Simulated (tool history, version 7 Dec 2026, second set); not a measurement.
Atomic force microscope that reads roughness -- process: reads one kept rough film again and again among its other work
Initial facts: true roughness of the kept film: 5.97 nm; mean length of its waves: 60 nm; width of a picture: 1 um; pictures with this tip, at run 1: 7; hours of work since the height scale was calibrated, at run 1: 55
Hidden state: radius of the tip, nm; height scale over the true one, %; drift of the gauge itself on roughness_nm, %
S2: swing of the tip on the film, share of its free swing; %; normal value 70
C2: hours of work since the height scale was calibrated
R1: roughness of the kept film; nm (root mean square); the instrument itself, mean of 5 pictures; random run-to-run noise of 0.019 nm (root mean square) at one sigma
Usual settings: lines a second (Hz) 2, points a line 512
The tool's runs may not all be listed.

Run 1, hour 0: usual settings; pictures with this tip 7; C2 55. Result: R1 5.167 nm (root mean square).
Run 2, hour 26.8: usual settings; pictures with this tip 47; C2 69. Result: R1 5.096 nm (root mean square).
Run 3, hour 49.7: usual settings; pictures with this tip 81; C2 81. Result: R1 5.087 nm (root mean square).
At hour 73.7: new tip fitted.
Run 4, hour 73.7: usual settings but points a line 491; pictures with this tip 0; C2 94. Result: R1 5.181 nm (root mean square).
Run 5, hour 89.2: usual settings but points a line 491; pictures with this tip 23; C2 102. Result: R1 5.141 nm (root mean square).
Run 6, hour 102.6: usual settings but points a line 491; pictures with this tip 43; C2 109. Result: R1 5.087 nm (root mean square).
Run 7, hour 127.1: usual settings but points a line 491; pictures with this tip 79; C2 122. Result: R1 5.009 nm (root mean square).
Run 8, hour 149.3: usual settings but points a line 491; pictures with this tip 112; C2 134. Result: R1 4.966 nm (root mean square).
At hour 151.9: new tip fitted.
Run 9, hour 172.3: usual settings but points a line 491; pictures with this tip 30; C2 146. Result: R1 5.102 nm (root mean square).
Run 10, hour 190.1: usual settings but points a line 491; pictures with this tip 56; C2 156. Result: R1 5.063 nm (root mean square).
Run 11, hour 216.3: usual settings; pictures with this tip 95; C2 170. Result: R1 4.998 nm (root mean square).
Run 12, hour 229.3: usual settings; pictures with this tip 114; C2 177. Result: R1 4.982 nm (root mean square).
At hour 231: new tip fitted.
Run 13, hour 255.1: usual settings but points a line 263; pictures with this tip 35; C2 190. Result: R1 5.061 nm (root mean square).
Run 14, hour 280.3: usual settings; pictures with this tip 72; C2 203. Result: R1 5.016 nm (root mean square).
Run 15, hour 304.8: usual settings; pictures with this tip 109; C2 217. Result: R1 4.987 nm (root mean square).
At hour 311.1: new tip fitted.
Run 16, hour 325.7: usual settings; pictures with this tip 22; C2 227. Result: R1 5.145 nm (root mean square).
Run 17, hour 338.9: usual settings; pictures with this tip 41; C2 235. Result: R1 5.109 nm (root mean square).
Run 18, hour 350: usual settings; pictures with this tip 58; C2 240. Result: R1 5.084 nm (root mean square).
Run 19, hour 374.7: usual settings; pictures with this tip 94; C2 254. Result: R1 5.013 nm (root mean square).
At hour 389.7: new tip fitted.
Run 20, hour 400.5: usual settings but S2 69 %; pictures with this tip 16; C2 267. Result: R1 5.18 nm (root mean square).
Run 21, hour 420.6: usual settings but lines a second (Hz) 2.02; pictures with this tip 46; C2 278. Result: R1 5.107 nm (root mean square).
Run 22, hour 446.7: usual settings but lines a second (Hz) 1.39, points a line 609; pictures with this tip 85; C2 292. Result: R1 5.199 nm (root mean square).
At hour 468.4: new tip fitted.
Run 23, hour 472.2: usual settings but lines a second (Hz) 0.56, S2 62 %, points a line 492; pictures with this tip 5; C2 305. Result: R1 5.665 nm (root mean square).
Run 24, hour 483.2: usual settings but lines a second (Hz) 0.56, S2 62 %, points a line 492; pictures with this tip 22; C2 311. Result: R1 5.617 nm (root mean square).
Run 25, hour 497.7: usual settings but lines a second (Hz) 2.77, S2 84 %, points a line 631; pictures with this tip 43; C2 319. Result: R1 4.269 nm (root mean square).
Run 26, hour 519.9: usual settings but lines a second (Hz) 1.23, points a line 261; pictures with this tip 76; C2 331. Result: R1 5.198 nm (root mean square).
Run 27, hour 539.4: usual settings but lines a second (Hz) 3.11, S2 60 %, points a line 454; pictures with this tip 104; C2 341. Result: R1 5.066 nm (root mean square).
At hour 546.8: new tip fitted.
Run 28, hour 552.4: usual settings but lines a second (Hz) 3.11, S2 60 %, points a line 454; pictures with this tip 8; C2 348. Result: R1 5.263 nm (root mean square).
Run 29, hour 572.6: usual settings but lines a second (Hz) 0.59, S2 64 %, points a line 384; pictures with this tip 38; C2 359. Result: R1 5.541 nm (root mean square).
Run 30, hour 586.6: usual settings but lines a second (Hz) 0.59, S2 64 %, points a line 384; pictures with this tip 58; C2 366. Result: R1 5.531 nm (root mean square).
Run 31, hour 610.6: usual settings but points a line 749; pictures with this tip 94; C2 379. Result: R1 5.033 nm (root mean square).
At hour 625.4: new tip fitted.
Run 32, hour 637.7: usual settings but lines a second (Hz) 0.62, S2 59 %, points a line 993; pictures with this tip 18; C2 393. Result: R1 5.661 nm (root mean square).
Run 33, hour 654.4: usual settings but lines a second (Hz) 0.62, S2 59 %, points a line 993; pictures with this tip 43; C2 402. Result: R1 5.634 nm (root mean square).
Run 34, hour 666.2: usual settings but lines a second (Hz) 1.1, points a line 466; pictures with this tip 60; C2 408. Result: R1 5.331 nm (root mean square).
Run 35, hour 678.4: usual settings but lines a second (Hz) 1.1, points a line 466; pictures with this tip 78; C2 415. Result: R1 5.271 nm (root mean square).
Run 36, hour 697.9: usual settings but lines a second (Hz) 1.1, points a line 466; pictures with this tip 107; C2 425. Result: R1 5.266 nm (root mean square).
At hour 705: new tip fitted.
Run 37, hour 721.6: usual settings but lines a second (Hz) 2.2, S2 61 %; pictures with this tip 25; C2 438. Result: R1 5.327 nm (root mean square).
Run 38, hour 734.4: usual settings but lines a second (Hz) 2.2, S2 61 %; pictures with this tip 44; C2 444. Result: R1 5.335 nm (root mean square).
Run 39, hour 759.3: usual settings but lines a second (Hz) 1.26, points a line 374; pictures with this tip 81; C2 458. Result: R1 5.273 nm (root mean square).
Run 40, hour 776.8: usual settings but lines a second (Hz) 1.48, S2 89 %, points a line 374; pictures with this tip 106; C2 467. Result: R1 4.594 nm (root mean square).
At hour 783: new tip fitted.
Run 41, hour 792.7: usual settings but lines a second (Hz) 1.27; pictures with this tip 14; C2 475. Result: R1 5.34 nm (root mean square).

5 ways to go on from here, each from the tool as it stands after run 41. What would each give?
Run A, hour 808.5: usual settings but lines a second (Hz) 0.58, S2 83 %, points a line 635; pictures with this tip 37; C2 484. Result: R1 ?.
Run B, hour 808.5: usual settings but lines a second (Hz) 1.61, points a line 266; pictures with this tip 37; C2 484. Result: R1 ?.
Run C, hour 808.5: usual settings but lines a second (Hz) 1.54, S2 84 %, points a line 437; pictures with this tip 37; C2 484. Result: R1 ?.
Run D, hour 808.5: usual settings but lines a second (Hz) 0.69; pictures with this tip 37; C2 484. Result: R1 ?.
Run E, hour 808.5: usual settings but lines a second (Hz) 1.27, S2 64 %, points a line 812; pictures with this tip 37; C2 484. Result: R1 ?.

run     R1
  A  5.375
  B  5.186
  C  4.791
  D  5.463
  E  5.446
Without the tool's hidden state the same runs would have given:
run     R1
  A  5.433
  B  5.242
  C  4.843
  D  5.522
  E  5.505

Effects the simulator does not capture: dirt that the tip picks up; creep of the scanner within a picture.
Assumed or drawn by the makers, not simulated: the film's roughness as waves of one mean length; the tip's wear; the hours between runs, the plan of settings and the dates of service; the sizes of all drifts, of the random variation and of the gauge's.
